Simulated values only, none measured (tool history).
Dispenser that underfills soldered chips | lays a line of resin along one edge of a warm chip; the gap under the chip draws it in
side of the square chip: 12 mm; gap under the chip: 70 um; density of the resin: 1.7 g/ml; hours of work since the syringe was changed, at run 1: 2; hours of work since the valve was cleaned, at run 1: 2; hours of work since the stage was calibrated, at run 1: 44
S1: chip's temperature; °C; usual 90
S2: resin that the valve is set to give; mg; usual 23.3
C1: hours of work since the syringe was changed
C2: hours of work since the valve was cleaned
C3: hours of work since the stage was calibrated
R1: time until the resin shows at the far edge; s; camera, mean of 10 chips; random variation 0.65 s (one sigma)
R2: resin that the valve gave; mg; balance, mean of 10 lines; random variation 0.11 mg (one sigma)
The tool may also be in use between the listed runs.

Run 1, hour 0.0: usual settings; C1 2; C2 2; C3 44. Result: R1 64.1 s, R2 23.25 mg.
Run 2, hour 8.6: usual settings; C1 8; C2 8; C3 50. Result: R1 82.9 s, R2 23.31 mg.
At hour 13.6: new syringe of resin.
Run 3, hour 15.2: usual settings but S1 104 °C; C1 1; C2 13; C3 55. Result: R1 39.5 s, R2 23.39 mg.
Run 4, hour 24.9: usual settings; C1 8; C2 19; C3 61. Result: R1 79.7 s, R2 23.15 mg.
At hour 30.9: new syringe of resin.
Run 5, hour 31.2: usual settings but S2 25.9 mg; C1 0; C2 24; C3 65. Result: R1 57.1 s, R2 25.66 mg.
Run 6, hour 35.9: usual settings but S2 25.9 mg; C1 3; C2 27; C3 69. Result: R1 67.0 s, R2 25.60 mg.
Run 7, hour 44.7: usual settings but S2 25.9 mg; C1 10; C2 33; C3 75. Result: R1 85.3 s, R2 25.39 mg.
At hour 47.9: new syringe of resin.
Run 8, hour 51.3: usual settings but S1 95 °C; C1 2; C2 37; C3 79. Result: R1 54.3 s, R2 22.87 mg.
Run 9, hour 60.5: usual settings but S1 95 °C; C1 9; C2 44; C3 85. Result: R1 71.3 s, R2 22.78 mg.
At hour 65.2: new syringe of resin.
Run 10, hour 67.0: usual settings but S1 83 °C; C1 1; C2 48; C3 90. Result: R1 74.5 s, R2 22.71 mg.
Run 11, hour 74.5: usual settings but S1 83 °C; C1 6; C2 53; C3 95. Result: R1 92.7 s, R2 22.68 mg.
At hour 82.3: new syringe of resin.
Run 12, hour 82.4: usual settings but S1 83 °C; C1 0; C2 58; C3 100. Result: R1 71.7 s, R2 22.46 mg.
Run 13, hour 91.6: usual settings but S1 94 °C; C1 6; C2 65; C3 106. Result: R1 68.0 s, R2 22.53 mg.
At hour 93.6: dispensing valve cleaned and set on the balance.
At hour 100.3: new syringe of resin.
Run 14, hour 100.3: usual settings but S1 94 °C; C1 0; C2 4; C3 112. Result: R1 50.7 s, R2 23.18 mg.
Run 15, hour 109.7: usual settings but S1 94 °C; C1 6; C2 11; C3 118. Result: R1 67.8 s, R2 23.13 mg.
At hour 117.9: new syringe of resin.
Run 16, hour 120.4: usual settings but S2 24.4 mg; C1 2; C2 18; C3 125. Result: R1 59.9 s, R2 24.07 mg.
Run 17, hour 131.6: usual settings but S2 24.4 mg; C1 9; C2 26; C3 133. Result: R1 84.9 s, R2 23.94 mg.
At hour 134.9: new syringe of resin.
Run 18, hour 141.3: usual settings but S1 78 °C, S2 24.4 mg; C1 4; C2 32; C3 139. Result: R1 98.4 s, R2 23.88 mg.
Run 19, hour 149.4: usual settings but S1 86 °C, S2 20.6 mg; C1 10; C2 38; C3 145. Result: R1 102.8 s, R2 20.13 mg.
At hour 152.2: new syringe of resin.
Run 20, hour 159.4: usual settings but S1 93 °C, S2 27.7 mg; C1 5; C2 45; C3 152. Result: R1 62.9 s, R2 26.87 mg.
Run 21, hour 165.5: usual settings but S1 92 °C, S2 29.3 mg; C1 9; C2 49; C3 156. Result: R1 77.4 s, R2 28.46 mg.
At hour 170.0: new syringe of resin.
Run 22, hour 170.5: usual settings but S2 28.5 mg; C1 0; C2 52; C3 159. Result: R1 55.2 s, R2 27.32 mg.
Run 23, hour 177.5: usual settings but S1 83 °C, S2 24.3 mg; C1 5; C2 57; C3 164. Result: R1 87.3 s, R2 23.39 mg.
Run 24, hour 184.3: usual settings but S1 77 °C, S2 29.1 mg; C1 10; C2 62; C3 169. Result: R1 126.7 s, R2 28.22 mg.
At hour 187.5: new syringe of resin.
At hour 191.3: dispensing valve cleaned and set on the balance.
Run 25, hour 191.3: usual settings but S2 25.0 mg; C1 2; C2 0; C3 173. Result: R1 60.9 s, R2 24.85 mg.
Run 26, hour 197.0: usual settings but S1 95 °C; C1 6; C2 4; C3 177. Result: R1 63.3 s, R2 23.35 mg.
Run 27, hour 203.3: usual settings but S1 85 °C, S2 22.8 mg; C1 10; C2 8; C3 181. Result: R1 105.4 s, R2 22.93 mg.
At hour 205.5: new syringe of resin.
Run 28, hour 213.8: usual settings but S1 81 °C, S2 29.3 mg; C1 6; C2 15; C3 188. Result: R1 91.0 s, R2 28.64 mg.
Run 29, hour 218.3: usual settings but S1 81 °C, S2 21.1 mg; C1 9; C2 18; C3 191. Result: R1 112.9 s, R2 21.10 mg.
At hour 222.9: new syringe of resin.
Run 30, hour 226.5: usual settings but S1 81 °C, S2 21.1 mg; C1 2; C2 24; C3 196. Result: R1 83.3 s, R2 20.80 mg.
Run 31, hour 234.9: usual settings but S1 98 °C, S2 24.9 mg; C1 8; C2 30; C3 202. Result: R1 62.7 s, R2 24.62 mg.
At hour 240.0: new syringe of resin.
Run 32, hour 246.3: usual settings but S1 80 °C, S2 22.6 mg; C1 4; C2 37; C3 210. Result: R1 94.8 s, R2 22.05 mg.
Run 33, hour 255.5: usual settings; C1 11; C2 44; C3 216. Result: R1 90.9 s, R2 22.76 mg.
At hour 257.2: new syringe of resin.
Run 34, hour 260.8: usual settings but S1 83 °C; C1 2; C2 47; C3 220. Result: R1 77.3 s, R2 22.75 mg.
Run 35, hour 265.9: usual settings but S1 93 °C, S2 20.1 mg; C1 6; C2 51; C3 223. Result: R1 69.4 s, R2 19.73 mg.
Run 36, hour 272.3: usual settings but S1 87 °C, S2 28.3 mg; C1 10; C2 55; C3 228. Result: R1 93.2 s, R2 27.21 mg.

Some steps in R1 between neighbouring runs. How much of each would the tool show without its hidden state too (settings, what came in, random variation), and how much is left for the hidden state, with any gauge scatter that isn't in both results?
The hidden state here: resin's viscosity, % of fresh resin's; dose that the valve gives, % of what is set; true chip temperature over the reading, C; drift of the gauge itself on fill_s, %; drift of the gauge itself on given_mg, %.
Run 2 -> 3: S1 90 -> 104, new syringe of resin. R1 -43.4 s: hidden state -23.9, all else -19.5.
Run 24 -> 25: S1 77 -> 90, S2 29.1 -> 25.0, new syringe of resin, dispensing valve cleaned and set on the balance. R1 -65.8 s: hidden state -38.8, all else -27.0.
Run 26 -> 27: S1 95 -> 85, S2 23.3 -> 22.8. R1 +42.1 s: hidden state +22.9, all else +19.2.
Run 29 -> 30: new syringe of resin. R1 -29.6 s: hidden state -27.7, all else -1.9.
Run 33 -> 34: S1 90 -> 83, new syringe of resin. R1 -13.6 s: hidden state -27.3, all else +13.7.
